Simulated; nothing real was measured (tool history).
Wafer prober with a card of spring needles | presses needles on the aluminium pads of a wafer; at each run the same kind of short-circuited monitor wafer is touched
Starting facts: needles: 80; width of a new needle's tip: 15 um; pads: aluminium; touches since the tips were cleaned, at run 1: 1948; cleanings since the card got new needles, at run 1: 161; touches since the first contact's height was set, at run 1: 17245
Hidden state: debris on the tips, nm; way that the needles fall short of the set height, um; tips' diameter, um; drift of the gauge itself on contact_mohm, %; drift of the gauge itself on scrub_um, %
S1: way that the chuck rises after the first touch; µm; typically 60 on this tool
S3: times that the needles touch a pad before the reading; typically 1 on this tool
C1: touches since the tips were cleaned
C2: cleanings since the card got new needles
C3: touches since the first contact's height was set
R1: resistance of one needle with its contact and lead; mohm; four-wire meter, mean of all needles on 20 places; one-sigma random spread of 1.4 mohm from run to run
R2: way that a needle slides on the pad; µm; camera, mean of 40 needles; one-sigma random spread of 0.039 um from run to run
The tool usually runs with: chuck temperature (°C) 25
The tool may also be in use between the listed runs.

Run 1, day 0.000: usual settings; C1 1948; C2 161; C3 17245. Result: R1 116 mohm, R2 15.03 µm.
At day 0.304: tips cleaned on abrasive film.
At day 0.804: tips cleaned on abrasive film.
At day 1.304: tips cleaned on abrasive film.
At day 1.704: tips cleaned on abrasive film.
At day 2.204: tips cleaned on abrasive film.
Run 2, day 2.250: usual settings; C1 706; C2 166; C3 51605. Result: R1 117 mohm, R2 15.01 µm.
At day 2.654: tips cleaned on abrasive film.
At day 3.154: tips cleaned on abrasive film.
At day 3.654: tips cleaned on abrasive film.
Run 3, day 3.946: usual settings; C1 4505; C2 169; C3 77526. Result: R1 119 mohm, R2 15.05 µm.
At day 4.150: tips cleaned on abrasive film.
At day 4.550: tips cleaned on abrasive film.
At day 5.054: tips cleaned on abrasive film.
At day 5.167: height of the first contact set anew.
Run 4, day 5.442: usual settings but S3 2; C1 5784; C2 172; C3 4254. Result: R1 118 mohm, R2 15.00 µm.
At day 5.546: tips cleaned on abrasive film.
At day 5.946: tips cleaned on abrasive film.
At day 6.346: tips cleaned on abrasive film.
At day 6.850: tips cleaned on abrasive film.
At day 7.250: tips cleaned on abrasive film.
Run 5, day 7.371: usual settings but S3 2; C1 1858; C2 177; C3 33647. Result: R1 115 mohm, R2 14.93 µm.
At day 7.671: tips cleaned on abrasive film.
At day 8.075: tips cleaned on abrasive film.
At day 8.475: tips cleaned on abrasive film.
At day 8.875: tips cleaned on abrasive film.
Run 6, day 9.242: usual settings but S1 69 µm; C1 5586; C2 181; C3 62179. Result: R1 113 mohm, R2 17.20 µm.
At day 9.342: tips cleaned on abrasive film.
At day 9.746: tips cleaned on abrasive film.
At day 10.146: tips cleaned on abrasive film.
At day 10.546: tips cleaned on abrasive film.
At day 11.050: tips cleaned on abrasive film.
Run 7, day 11.050: usual settings but S1 69 µm; C1 24; C2 186; C3 89739. Result: R1 117 mohm, R2 17.17 µm.
At day 11.454: tips cleaned on abrasive film.
At day 11.467: height of the first contact set anew.
At day 11.867: tips cleaned on abrasive film.
At day 12.267: tips cleaned on abrasive film.
At day 12.771: tips cleaned on abrasive film.
At day 13.271: tips cleaned on abrasive film.
Run 8, day 13.612: usual settings but chuck temperature (°C) 82; C1 5285; C2 191; C3 32820. Result: R1 127 mohm, R2 14.86 µm.
At day 13.717: tips cleaned on abrasive film.
At day 14.117: tips cleaned on abrasive film.
At day 14.521: tips cleaned on abrasive film.
At day 14.921: tips cleaned on abrasive film.
At day 15.321: tips cleaned on abrasive film.
At day 15.825: tips cleaned on abrasive film.
Run 9, day 15.879: usual settings; C1 892; C2 197; C3 67367. Result: R1 117 mohm, R2 14.85 µm.
At day 16.283: tips cleaned on abrasive film.
At day 16.683: tips cleaned on abrasive film.
At day 17.088: tips cleaned on abrasive film.
At day 17.588: tips cleaned on abrasive film.
At day 17.788: height of the first contact set anew.
Run 10, day 17.788: usual settings; C1 2897; C2 201; C3 0. Result: R1 118 mohm, R2 14.84 µm.
At day 18.088: tips cleaned on abrasive film.
At day 18.492: tips cleaned on abrasive film.
At day 18.992: tips cleaned on abrasive film.
At day 19.392: tips cleaned on abrasive film.
At day 19.892: tips cleaned on abrasive film.
Run 11, day 20.133: usual settings but S1 57 µm; C1 3682; C2 206; C3 35806. Result: R1 118 mohm, R2 14.09 µm.
At day 20.338: tips cleaned on abrasive film.
At day 20.738: tips cleaned on abrasive film.
At day 21.238: tips cleaned on abrasive film.
At day 21.638: tips cleaned on abrasive film.
At day 22.042: tips cleaned on abrasive film.
At day 22.542: tips cleaned on abrasive film.
Run 12, day 22.612: usual settings; C1 1086; C2 212; C3 73606. Result: R1 119 mohm, R2 14.71 µm.
At day 23.012: tips cleaned on abrasive film.
At day 23.417: tips cleaned on abrasive film.
At day 23.817: tips cleaned on abrasive film.
Run 13, day 23.817: usual settings; C1 6; C2 215; C3 91969. Result: R1 116 mohm, R2 14.79 µm.
At day 24.125: height of the first contact set anew.
At day 24.329: tips cleaned on abrasive film.
At day 24.729: tips cleaned on abrasive film.
Run 14, day 25.117: usual settings; C1 5951; C2 217; C3 15130. Result: R1 119 mohm, R2 14.69 µm.
At day 25.221: tips cleaned on abrasive film.
At day 25.621: tips cleaned on abrasive film.
At day 26.121: tips cleaned on abrasive film.
At day 26.525: tips cleaned on abrasive film.
Run 15, day 26.888: usual settings; C1 5619; C2 221; C3 42165. Result: R1 118 mohm, R2 14.75 µm.
At day 26.992: tips cleaned on abrasive film.
At day 27.392: tips cleaned on abrasive film.
At day 27.796: tips cleaned on abrasive film.
At day 28.196: tips cleaned on abrasive film.
Run 16, day 28.400: usual settings but S1 63 µm, chuck temperature (°C) 46; C1 3126; C2 225; C3 65178. Result: R1 118 mohm, R2 15.47 µm.
At day 28.600: tips cleaned on abrasive film.
At day 29.004: tips cleaned on abrasive film.
At day 29.404: tips cleaned on abrasive film.
At day 29.804: tips cleaned on abrasive film.
At day 30.104: gauge calibrated.
At day 30.208: tips cleaned on abrasive film.
At day 30.421: height of the first contact set anew.
At day 30.621: tips cleaned on abrasive film.
Run 17, day 30.771: usual settings but S1 55 µm, chuck temperature (°C) 122, S3 2; C1 2281; C2 231; C3 5341. Result: R1 135 mohm, R2 13.81 µm.
At day 31.071: tips cleaned on abrasive film.
At day 31.475: tips cleaned on abrasive film.
At day 31.875: tips cleaned on abrasive film.
At day 32.275: tips cleaned on abrasive film.
At day 32.679: tips cleaned on abrasive film.
Run 18, day 32.754: usual settings but S1 55 µm, chuck temperature (°C) 122, S3 2; C1 1202; C2 236; C3 35609. Result: R1 135 mohm, R2 13.79 µm.
At day 33.158: tips cleaned on abrasive film.
At day 33.558: tips cleaned on abrasive film.
At day 33.996: tips cleaned on abrasive film.
Run 19, day 33.996: usual settings but S1 47 µm; C1 0; C2 239; C3 54515. Result: R1 122 mohm, R2 11.83 µm.
At day 34.496: tips cleaned on abrasive film.
At day 34.900: tips cleaned on abrasive film.
At day 35.300: tips cleaned on abrasive film.
At day 35.700: tips cleaned on abrasive film.
At day 36.104: tips cleaned on abrasive film.
Run 20, day 36.192: usual settings but S1 47 µm, chuck temperature (°C) 62, S3 3; C1 1386; C2 244; C3 88023. Result: R1 126 mohm, R2 11.76 µm.
At day 36.596: tips cleaned on abrasive film.
At day 36.804: height of the first contact set anew.
At day 37.008: tips cleaned on abrasive film.
At day 37.508: card fitted with new needles.
At day 38.008: tips cleaned on abrasive film.
At day 38.508: tips cleaned on abrasive film.
Run 21, day 38.879: usual settings but S1 47 µm, chuck temperature (°C) 62, S3 3; C1 5705; C2 2; C3 21003. Result: R1 125 mohm, R2 11.70 µm.
At day 38.983: tips cleaned on abrasive film.
At day 39.383: tips cleaned on abrasive film.
At day 39.788: tips cleaned on abrasive film.
Run 22, day 40.008: usual settings; C1 3429; C2 5; C3 38200. Result: R1 118 mohm, R2 14.96 µm.
At day 40.212: tips cleaned on abrasive film.
At day 40.612: tips cleaned on abrasive film.
At day 41.017: tips cleaned on abrasive film.
At day 41.517: tips cleaned on abrasive film.
At day 41.958: tips cleaned on abrasive film.
Run 23, day 41.958: usual settings but S1 68 µm, chuck temperature (°C) 117; C1 0; C2 10; C3 67866. Result: R1 130 mohm, R2 16.88 µm.
At day 42.358: tips cleaned on abrasive film.
At day 42.858: tips cleaned on abrasive film.
At day 43.258: tips cleaned on abrasive film.
Run 24, day 43.588: usual settings but S1 51 µm, chuck temperature (°C) 48; C1 5044; C2 13; C3 92796. Result: R1 125 mohm, R2 12.65 µm.
At day 43.692: tips cleaned on abrasive film.
At day 43.804: height of the first contact set anew.
At day 44.204: tips cleaned on abrasive film.
At day 44.608: tips cleaned on abrasive film.
At day 45.008: tips cleaned on abrasive film.
At day 45.408: tips cleaned on abrasive film.
Run 25, day 45.692: usual settings but S1 51 µm, chuck temperature (°C) 48; C1 4368; C2 18; C3 28845. Result: R1 122 mohm, R2 12.59 µm.

3 options for the next run, each taken on its own from the tool as it stands now. Forecast them:
At day 45.896: tips cleaned on abrasive film.
At day 46.396: tips cleaned on abrasive film.
At day 46.800: tips cleaned on abrasive film.
At day 47.300: tips cleaned on abrasive film.
At day 47.704: tips cleaned on abrasive film.
Run A, day 47.704: usual settings but S1 51 µm, chuck temperature (°C) 90; C1 0; C2 23; C3 59478. Result: R1 ?, R2 ?.
At day 45.896: tips cleaned on abrasive film.
At day 46.396: tips cleaned on abrasive film.
At day 46.800: tips cleaned on abrasive film.
At day 47.300: tips cleaned on abrasive film.
At day 47.704: tips cleaned on abrasive film.
Run B, day 47.704: usual settings but S3 2; C1 0; C2 23; C3 59478. Result: R1 ?, R2 ?.
At day 45.896: tips cleaned on abrasive film.
At day 46.396: tips cleaned on abrasive film.
At day 46.800: tips cleaned on abrasive film.
At day 47.300: tips cleaned on abrasive film.
At day 47.704: tips cleaned on abrasive film.
Run C, day 47.704: usual settings but S1 59 µm; C1 0; C2 23; C3 59478. Result: R1 ?, R2 ?.

run   R1     R2
  A  128  12.60
  B  120  14.90
  C  117  14.58
The same runs, with their run-to-run variation unchanged, on a tool lacking any hidden condition would have given:
run   R1     R2
  A  128  12.81
  B  120  15.15
  C  117  14.82

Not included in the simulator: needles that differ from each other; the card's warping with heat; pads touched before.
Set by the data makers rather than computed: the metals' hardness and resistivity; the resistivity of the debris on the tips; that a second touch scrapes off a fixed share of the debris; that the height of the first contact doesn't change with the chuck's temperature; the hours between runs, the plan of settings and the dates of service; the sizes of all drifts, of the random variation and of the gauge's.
